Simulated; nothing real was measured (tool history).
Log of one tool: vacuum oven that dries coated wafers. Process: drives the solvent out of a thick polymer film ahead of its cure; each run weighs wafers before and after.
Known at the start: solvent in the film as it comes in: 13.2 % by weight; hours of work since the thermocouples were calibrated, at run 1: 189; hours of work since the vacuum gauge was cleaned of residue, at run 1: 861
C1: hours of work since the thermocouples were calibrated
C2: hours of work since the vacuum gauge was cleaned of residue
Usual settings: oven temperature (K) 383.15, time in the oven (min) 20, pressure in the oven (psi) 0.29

run 1 hour=0 | oven_temperature_(K)=383.15 time_in_the_oven_(min)=20 pressure_in_the_oven_(psi)=0.29 | C1=189 C2=861 | solvent_left_in_the_film_(%)=2.97
run 2 hour=12.6 | oven_temperature_(K)=383.15 time_in_the_oven_(min)=20 pressure_in_the_oven_(psi)=0.29 | C1=194 C2=866 | solvent_left_in_the_film_(%)=2.92
run 3 hour=25.4 | oven_temperature_(K)=383.15 time_in_the_oven_(min)=20 pressure_in_the_oven_(psi)=0.29 | C1=199 C2=872 | solvent_left_in_the_film_(%)=2.93
run 4 hour=34.7 | oven_temperature_(K)=383.15 time_in_the_oven_(min)=20 pressure_in_the_oven_(psi)=0.29 | C1=203 C2=875 | solvent_left_in_the_film_(%)=2.97
run 5 hour=49.8 | oven_temperature_(K)=383.15 time_in_the_oven_(min)=20 pressure_in_the_oven_(psi)=0.29 | C1=209 C2=881 | solvent_left_in_the_film_(%)=2.93
run 6 hour=59.2 | oven_temperature_(K)=383.15 time_in_the_oven_(min)=20 pressure_in_the_oven_(psi)=0.29 | C1=212 C2=885 | solvent_left_in_the_film_(%)=2.95
run 7 hour=75.9 | oven_temperature_(K)=383.15 time_in_the_oven_(min)=20 pressure_in_the_oven_(psi)=0.29 | C1=219 C2=892 | solvent_left_in_the_film_(%)=2.93
run 8 hour=88.5 | oven_temperature_(K)=383.15 time_in_the_oven_(min)=20 pressure_in_the_oven_(psi)=0.58 | C1=224 C2=897 | solvent_left_in_the_film_(%)=5.35
run 9 hour=106.1 | oven_temperature_(K)=383.15 time_in_the_oven_(min)=20 pressure_in_the_oven_(psi)=0.58 | C1=231 C2=904 | solvent_left_in_the_film_(%)=5.32
run 10 hour=122.6 | oven_temperature_(K)=383.15 time_in_the_oven_(min)=20 pressure_in_the_oven_(psi)=0.158 | C1=238 C2=911 | solvent_left_in_the_film_(%)=1.89
run 11 hour=136.7 | oven_temperature_(K)=397.15 time_in_the_oven_(min)=20 pressure_in_the_oven_(psi)=0.29 | C1=244 C2=917 | solvent_left_in_the_film_(%)=1.67
run 12 hour=146.3 | oven_temperature_(K)=397.15 time_in_the_oven_(min)=20 pressure_in_the_oven_(psi)=0.29 | C1=248 C2=920 | solvent_left_in_the_film_(%)=1.66
run 13 hour=162.5 | oven_temperature_(K)=397.15 time_in_the_oven_(min)=20 pressure_in_the_oven_(psi)=0.908 | C1=254 C2=927 | solvent_left_in_the_film_(%)=4.94
run 14 hour=176.6 | oven_temperature_(K)=397.15 time_in_the_oven_(min)=20 pressure_in_the_oven_(psi)=0.908 | C1=260 C2=933 | solvent_left_in_the_film_(%)=5.01
run 15 hour=187.8 | oven_temperature_(K)=397.15 time_in_the_oven_(min)=20 pressure_in_the_oven_(psi)=0.908 | C1=264 C2=937 | solvent_left_in_the_film_(%)=4.96
run 16 hour=201 | oven_temperature_(K)=397.15 time_in_the_oven_(min)=20 pressure_in_the_oven_(psi)=0.908 | C1=270 C2=943 | solvent_left_in_the_film_(%)=4.98
run 17 hour=209.2 | oven_temperature_(K)=397.15 time_in_the_oven_(min)=20 pressure_in_the_oven_(psi)=0.908 | C1=273 C2=946 | solvent_left_in_the_film_(%)=4.99
run 18 hour=217.4 | oven_temperature_(K)=397.15 time_in_the_oven_(min)=20 pressure_in_the_oven_(psi)=0.29 | C1=276 C2=949 | solvent_left_in_the_film_(%)=1.66
run 19 hour=236.3 | oven_temperature_(K)=397.15 time_in_the_oven_(min)=20 pressure_in_the_oven_(psi)=0.29 | C1=284 C2=957 | solvent_left_in_the_film_(%)=1.68
run 20 hour=254.8 | oven_temperature_(K)=397.15 time_in_the_oven_(min)=20 pressure_in_the_oven_(psi)=0.29 | C1=292 C2=964 | solvent_left_in_the_film_(%)=1.64
run 21 hour=273.4 | oven_temperature_(K)=383.15 time_in_the_oven_(min)=20 pressure_in_the_oven_(psi)=0.29 | C1=299 C2=972 | solvent_left_in_the_film_(%)=2.95
run 22 hour=285.7 | oven_temperature_(K)=383.15 time_in_the_oven_(min)=20 pressure_in_the_oven_(psi)=0.29 | C1=304 C2=977 | solvent_left_in_the_film_(%)=2.96
run 23 hour=295.1 | oven_temperature_(K)=383.15 time_in_the_oven_(min)=20 pressure_in_the_oven_(psi)=0.29 | C1=308 C2=981 | solvent_left_in_the_film_(%)=2.97
run 24 hour=307.3 | oven_temperature_(K)=383.15 time_in_the_oven_(min)=20 pressure_in_the_oven_(psi)=0.175 | C1=313 C2=986 | solvent_left_in_the_film_(%)=2.02
run 25 hour=321.9 | oven_temperature_(K)=383.15 time_in_the_oven_(min)=26 pressure_in_the_oven_(psi)=0.175 | C1=319 C2=992 | solvent_left_in_the_film_(%)=1.8
run 26 hour=329.8 | oven_temperature_(K)=383.15 time_in_the_oven_(min)=26 pressure_in_the_oven_(psi)=0.175 | C1=322 C2=995 | solvent_left_in_the_film_(%)=1.8
run 27 hour=345.5 | oven_temperature_(K)=383.15 time_in_the_oven_(min)=19 pressure_in_the_oven_(psi)=0.348 | C1=328 C2=1001 | solvent_left_in_the_film_(%)=3.52
run 28 hour=360 | oven_temperature_(K)=387.15 time_in_the_oven_(min)=20 pressure_in_the_oven_(psi)=0.276 | C1=334 C2=1007 | solvent_left_in_the_film_(%)=2.32
run 29 hour=373.1 | oven_temperature_(K)=387.15 time_in_the_oven_(min)=20 pressure_in_the_oven_(psi)=0.276 | C1=339 C2=1012 | solvent_left_in_the_film_(%)=2.32
run 30 hour=385.9 | oven_temperature_(K)=387.15 time_in_the_oven_(min)=20 pressure_in_the_oven_(psi)=0.171 | C1=345 C2=1017 | solvent_left_in_the_film_(%)=1.54
run 31 hour=394.4 | oven_temperature_(K)=385.15 time_in_the_oven_(min)=30 pressure_in_the_oven_(psi)=0.29 | C1=348 C2=1021 | solvent_left_in_the_film_(%)=2.54
run 32 hour=406.1 | oven_temperature_(K)=375.15 time_in_the_oven_(min)=24 pressure_in_the_oven_(psi)=0.41 | C1=353 C2=1026 | solvent_left_in_the_film_(%)=5.63
run 33 hour=424 | oven_temperature_(K)=383.15 time_in_the_oven_(min)=18 pressure_in_the_oven_(psi)=0.943 | C1=360 C2=1033 | solvent_left_in_the_film_(%)=8.48
-- hour=427.2 vacuum gauge cleaned of residue and calibrated
run 34 hour=437.3 | oven_temperature_(K)=372.15 time_in_the_oven_(min)=18 pressure_in_the_oven_(psi)=0.943 | C1=365 C2=4 | solvent_left_in_the_film_(%)=12.38
run 35 hour=446.2 | oven_temperature_(K)=372.15 time_in_the_oven_(min)=18 pressure_in_the_oven_(psi)=0.943 | C1=368 C2=8 | solvent_left_in_the_film_(%)=12.3
run 36 hour=457.8 | oven_temperature_(K)=372.15 time_in_the_oven_(min)=18 pressure_in_the_oven_(psi)=0.943 | C1=373 C2=12 | solvent_left_in_the_film_(%)=12.49
run 37 hour=468.9 | oven_temperature_(K)=385.15 time_in_the_oven_(min)=20 pressure_in_the_oven_(psi)=0.943 | C1=378 C2=17 | solvent_left_in_the_film_(%)=7.85
run 38 hour=480 | oven_temperature_(K)=385.15 time_in_the_oven_(min)=20 pressure_in_the_oven_(psi)=0.943 | C1=382 C2=21 | solvent_left_in_the_film_(%)=7.89
run 39 hour=489.8 | oven_temperature_(K)=385.15 time_in_the_oven_(min)=11 pressure_in_the_oven_(psi)=0.29 | C1=386 C2=25 | solvent_left_in_the_film_(%)=3.7
run 40 hour=506.4 | oven_temperature_(K)=384.15 time_in_the_oven_(min)=32 pressure_in_the_oven_(psi)=0.312 | C1=393 C2=32 | solvent_left_in_the_film_(%)=2.82
-- hour=514.8 vacuum gauge cleaned of residue and calibrated, once more
run 41 hour=518.4 | oven_temperature_(K)=384.15 time_in_the_oven_(min)=32 pressure_in_the_oven_(psi)=0.312 | C1=397 C2=1 | solvent_left_in_the_film_(%)=2.65
run 42 hour=535.3 | oven_temperature_(K)=384.15 time_in_the_oven_(min)=32 pressure_in_the_oven_(psi)=0.312 | C1=404 C2=8 | solvent_left_in_the_film_(%)=2.67
run 43 hour=553.3 | oven_temperature_(K)=384.15 time_in_the_oven_(min)=32 pressure_in_the_oven_(psi)=0.312 | C1=411 C2=16 | solvent_left_in_the_film_(%)=2.66
run 44 hour=561.2 | oven_temperature_(K)=384.15 time_in_the_oven_(min)=15 pressure_in_the_oven_(psi)=0.312 | C1=414 C2=19 | solvent_left_in_the_film_(%)=3.29
run 45 hour=577.2 | oven_temperature_(K)=374.15 time_in_the_oven_(min)=12 pressure_in_the_oven_(psi)=0.244 | C1=421 C2=25 | solvent_left_in_the_film_(%)=5.94
run 46 hour=590 | oven_temperature_(K)=370.15 time_in_the_oven_(min)=12 pressure_in_the_oven_(psi)=0.244 | C1=426 C2=30 | solvent_left_in_the_film_(%)=7.18
run 47 hour=598.2 | oven_temperature_(K)=391.15 time_in_the_oven_(min)=34 pressure_in_the_oven_(psi)=0.405 | C1=429 C2=34 | solvent_left_in_the_film_(%)=2.68
run 48 hour=609.5 | oven_temperature_(K)=391.15 time_in_the_oven_(min)=34 pressure_in_the_oven_(psi)=0.405 | C1=434 C2=38 | solvent_left_in_the_film_(%)=2.69

Measured less the same run without the tool's hidden state. The same run-to-run variation is in both; the gauge's scatter may not be:
The hidden state here: true wafer temperature over the reading, C; true pressure over the reading, kPa; drift of the gauge itself on solvent_pct, %.
run=1 solvent_left_in_the_film_(%)=+0.23
run=2 solvent_left_in_the_film_(%)=+0.24
run=3 solvent_left_in_the_film_(%)=+0.24
run=4 solvent_left_in_the_film_(%)=+0.25
run=5 solvent_left_in_the_film_(%)=+0.25
run=6 solvent_left_in_the_film_(%)=+0.25
run=7 solvent_left_in_the_film_(%)=+0.25
run=8 solvent_left_in_the_film_(%)=+0.3
run=9 solvent_left_in_the_film_(%)=+0.3
run=10 solvent_left_in_the_film_(%)=+0.23
run=11 solvent_left_in_the_film_(%)=+0.12
run=12 solvent_left_in_the_film_(%)=+0.13
run=13 solvent_left_in_the_film_(%)=+0.22
run=14 solvent_left_in_the_film_(%)=+0.22
run=15 solvent_left_in_the_film_(%)=+0.22
run=16 solvent_left_in_the_film_(%)=+0.22
run=17 solvent_left_in_the_film_(%)=+0.22
run=18 solvent_left_in_the_film_(%)=+0.14
run=19 solvent_left_in_the_film_(%)=+0.13
run=20 solvent_left_in_the_film_(%)=+0.14
run=21 solvent_left_in_the_film_(%)=+0.28
run=22 solvent_left_in_the_film_(%)=+0.27
run=23 solvent_left_in_the_film_(%)=+0.28
run=24 solvent_left_in_the_film_(%)=+0.25
run=25 solvent_left_in_the_film_(%)=+0.23
run=26 solvent_left_in_the_film_(%)=+0.23
run=27 solvent_left_in_the_film_(%)=+0.3
run=28 solvent_left_in_the_film_(%)=+0.22
run=29 solvent_left_in_the_film_(%)=+0.22
run=30 solvent_left_in_the_film_(%)=+0.21
run=31 solvent_left_in_the_film_(%)=+0.22
run=32 solvent_left_in_the_film_(%)=+0.43
run=33 solvent_left_in_the_film_(%)=+0.43
run=34 solvent_left_in_the_film_(%)=+0.56
run=35 solvent_left_in_the_film_(%)=+0.57
run=36 solvent_left_in_the_film_(%)=+0.57
run=37 solvent_left_in_the_film_(%)=+0.44
run=38 solvent_left_in_the_film_(%)=+0.45
run=39 solvent_left_in_the_film_(%)=+0.38
run=40 solvent_left_in_the_film_(%)=+0.29
run=41 solvent_left_in_the_film_(%)=+0.13
run=42 solvent_left_in_the_film_(%)=+0.13
run=43 solvent_left_in_the_film_(%)=+0.13
run=44 solvent_left_in_the_film_(%)=+0.22
run=45 solvent_left_in_the_film_(%)=+0.33
run=46 solvent_left_in_the_film_(%)=+0.32
run=47 solvent_left_in_the_film_(%)=+0.11
run=48 solvent_left_in_the_film_(%)=+0.12
